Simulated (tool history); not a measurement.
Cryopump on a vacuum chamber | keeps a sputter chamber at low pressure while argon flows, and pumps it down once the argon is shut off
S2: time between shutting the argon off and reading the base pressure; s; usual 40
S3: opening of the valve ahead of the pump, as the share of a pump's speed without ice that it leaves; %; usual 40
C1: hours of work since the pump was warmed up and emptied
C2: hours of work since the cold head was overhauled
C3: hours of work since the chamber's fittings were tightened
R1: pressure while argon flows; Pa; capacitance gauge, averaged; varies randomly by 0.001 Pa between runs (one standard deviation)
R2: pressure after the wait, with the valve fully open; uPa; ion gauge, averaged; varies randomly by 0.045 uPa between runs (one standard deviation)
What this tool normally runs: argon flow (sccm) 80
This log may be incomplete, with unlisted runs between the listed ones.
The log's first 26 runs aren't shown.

run 27 day=45.138 | argon_flow_(sccm)=51 S2=22 S3=36 | C1=166 C2=1578 C3=1369 | R1=0.1665 R2=5.93
run 28 day=46.425 | argon_flow_(sccm)=51 S2=22 S3=36 | C1=181 C2=1594 C3=1385 | R1=0.1681 R2=5.79
run 29 day=47.954 | argon_flow_(sccm)=51 S2=22 S3=36 | C1=200 C2=1612 C3=1404 | R1=0.1666 R2=5.83
run 30 day=49.479 | argon_flow_(sccm)=85 S2=82 S3=46 | C1=219 C2=1631 C3=1423 | R1=0.2235 R2=2.59
run 31 day=50.558 | argon_flow_(sccm)=80 S2=40 S3=28 | C1=232 C2=1645 C3=1436 | R1=0.3371 R2=3.97
run 32 day=52.204 | argon_flow_(sccm)=105 S2=83 S3=26 | C1=253 C2=1665 C3=1456 | R1=0.4762 R2=2.65
run 33 day=53.758 | argon_flow_(sccm)=47 S2=24 S3=28 | C1=272 C2=1684 C3=1475 | R1=0.1965 R2=5.67
run 34 day=54.954 | argon_flow_(sccm)=47 S2=24 S3=28 | C1=287 C2=1699 C3=1490 | R1=0.1986 R2=5.67
run 35 day=56.925 | argon_flow_(sccm)=79 S2=25 S3=43 | C1=311 C2=1723 C3=1515 | R1=0.2246 R2=5.59

Predict each of these 3 candidate next runs independently; none follows another, all start after run 35:
run A day=58.983 | argon_flow_(sccm)=80 S2=62 S3=40 | C1=336 C2=1748 C3=1540 | R1=? R2=?
run B day=58.983 | argon_flow_(sccm)=80 S2=40 S3=51 | C1=336 C2=1748 C3=1540 | R1=? R2=?
run C day=58.983 | argon_flow_(sccm)=79 S2=215 S3=38 | C1=336 C2=1748 C3=1540 | R1=? R2=?

run=A R1=0.2460 R2=3.16
run=B R1=0.1986 R2=4.10
run=C R1=0.2538 R2=2.11
Without the tool's unlogged condition, the same runs would have read:
run=A R1=0.2251 R2=1.77
run=B R1=0.1775 R2=2.67
run=C R1=0.2332 R2=0.67

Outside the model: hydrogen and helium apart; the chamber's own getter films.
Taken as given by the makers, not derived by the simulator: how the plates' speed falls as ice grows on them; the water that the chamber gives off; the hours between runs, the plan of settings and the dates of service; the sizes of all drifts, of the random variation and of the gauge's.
